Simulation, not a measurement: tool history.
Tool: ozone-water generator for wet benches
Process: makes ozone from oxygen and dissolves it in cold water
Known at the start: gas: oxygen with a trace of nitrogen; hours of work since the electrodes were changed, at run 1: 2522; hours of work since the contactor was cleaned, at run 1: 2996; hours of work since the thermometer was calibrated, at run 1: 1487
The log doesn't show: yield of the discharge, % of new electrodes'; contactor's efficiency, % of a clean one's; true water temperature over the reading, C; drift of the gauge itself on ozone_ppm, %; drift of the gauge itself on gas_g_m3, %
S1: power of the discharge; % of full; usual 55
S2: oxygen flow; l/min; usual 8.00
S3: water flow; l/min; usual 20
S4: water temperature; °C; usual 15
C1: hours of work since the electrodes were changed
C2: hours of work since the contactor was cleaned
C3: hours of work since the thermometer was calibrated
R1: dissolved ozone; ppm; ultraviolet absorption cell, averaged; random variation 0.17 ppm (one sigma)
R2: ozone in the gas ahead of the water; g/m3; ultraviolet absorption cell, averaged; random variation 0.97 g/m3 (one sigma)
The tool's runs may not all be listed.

run	hour	S1	S2	S3	S4	C1	C2	C3	R1	R2
1	0.0	55	8.00	20	15	2522	2996	1487	22.1	156.6
2	63.5	55	5.14	20	15	2583	3057	1548	20.9	187.1
3	130.8	70	8.00	20	15	2647	3121	1612	26.2	190.1
4	176.0	70	8.00	20	15	2691	3165	1655	26.6	190.0
5	222.5	70	8.00	20	15	2735	3209	1700	26.0	192.5
6	295.8	55	8.00	20	15	2805	3279	1770	21.7	155.6
7	377.8	53	8.09	31	15	2883	3357	1848	15.2	150.0
8	442.8	53	8.09	31	15	2945	3419	1910	15.0	150.6
9	518.9	98	5.89	25	10	3018	3492	1983	30.2	281.4
10	589.2	98	5.89	25	10	3085	3559	2050	29.9	278.4
11	655.5	47	8.64	16	14	3149	3623	2113	22.0	133.0
12	703.1	55	8.00	12	15	3194	3668	2159	29.0	154.4

Forecast each of these 3 alternatives for the next run:
A	747.8	61	14.12	17	15	3237	3711	2201	?	?
B	747.8	55	7.85	12	15	3237	3711	2201	?	?
C	747.8	55	9.78	12	15	3237	3711	2201	?	?

run	R1	R2
A	24.8	132.2
B	28.8	156.1
C	28.4	140.1
Without the tool's hidden state the same runs would have given:
run	R1	R2
A	27.8	142.4
B	31.9	166.8
C	31.4	149.8

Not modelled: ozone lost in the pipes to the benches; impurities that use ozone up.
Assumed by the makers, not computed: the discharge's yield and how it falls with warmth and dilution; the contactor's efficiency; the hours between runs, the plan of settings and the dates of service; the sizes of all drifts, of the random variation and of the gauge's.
